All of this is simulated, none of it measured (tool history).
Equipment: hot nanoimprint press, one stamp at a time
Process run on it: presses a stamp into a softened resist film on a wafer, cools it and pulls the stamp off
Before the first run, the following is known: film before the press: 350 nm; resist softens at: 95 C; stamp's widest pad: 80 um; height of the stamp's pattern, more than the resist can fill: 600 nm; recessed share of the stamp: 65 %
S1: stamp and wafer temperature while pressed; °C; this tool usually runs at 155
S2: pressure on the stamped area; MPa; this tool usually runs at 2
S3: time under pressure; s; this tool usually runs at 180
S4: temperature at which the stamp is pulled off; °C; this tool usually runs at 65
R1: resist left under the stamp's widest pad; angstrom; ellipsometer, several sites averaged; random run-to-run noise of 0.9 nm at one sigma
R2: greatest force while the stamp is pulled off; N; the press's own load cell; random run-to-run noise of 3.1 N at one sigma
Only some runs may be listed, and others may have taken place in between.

| run | hour | S1 | S2 | S3 | S4 | R1 | R2 |
|---|---|---|---|---|---|---|---|
| 1 | 0 | 155 | 2 | 180 | 65 | 1258 | 213 |
|  | 21.1 | stamp cleaned and given a new release coat |
| 2 | 36.9 | 155 | 2 | 180 | 65 | 1237 | 148 |
| 3 | 67.3 | 155 | 2 | 180 | 65 | 1256 | 156 |
| 4 | 84.1 | 155 | 2 | 180 | 65 | 1241 | 153 |
| 5 | 106.5 | 155 | 2 | 180 | 65 | 1232 | 153 |
| 6 | 130.6 | 155 | 2 | 180 | 65 | 1236 | 153 |
| 7 | 152.9 | 155 | 2 | 180 | 61 | 1225 | 168 |
| 8 | 183.1 | 155 | 1.78 | 180 | 61 | 1321 | 165 |
| 9 | 204.9 | 144 | 1.44 | 180 | 65 | 2248 | 162 |
| 10 | 225 | 144 | 1.44 | 180 | 65 | 2224 | 157 |
| 11 | 250.8 | 163 | 2.21 | 177 | 56 | 855 | 172 |

The same runs without the tool's hidden state, with the same run-to-run variation:
Hidden state at play: true temperature over the reading, C; pressure that arrives at the usual setting, %; grip of the stamp's worn release coat, % over a new coat's; drift of the gauge itself on residual_nm, %; drift of the gauge itself on pull_off_n, %.
| run | R1 | R2 |
|---|---|---|
| 1 | 1251 | 149 |
| 2 | 1233 | 147 |
| 3 | 1254 | 153 |
| 4 | 1241 | 149 |
| 5 | 1233 | 148 |
| 6 | 1239 | 147 |
| 7 | 1230 | 161 |
| 8 | 1329 | 156 |
| 9 | 2265 | 152 |
| 10 | 2243 | 146 |
| 11 | 862 | 159 |
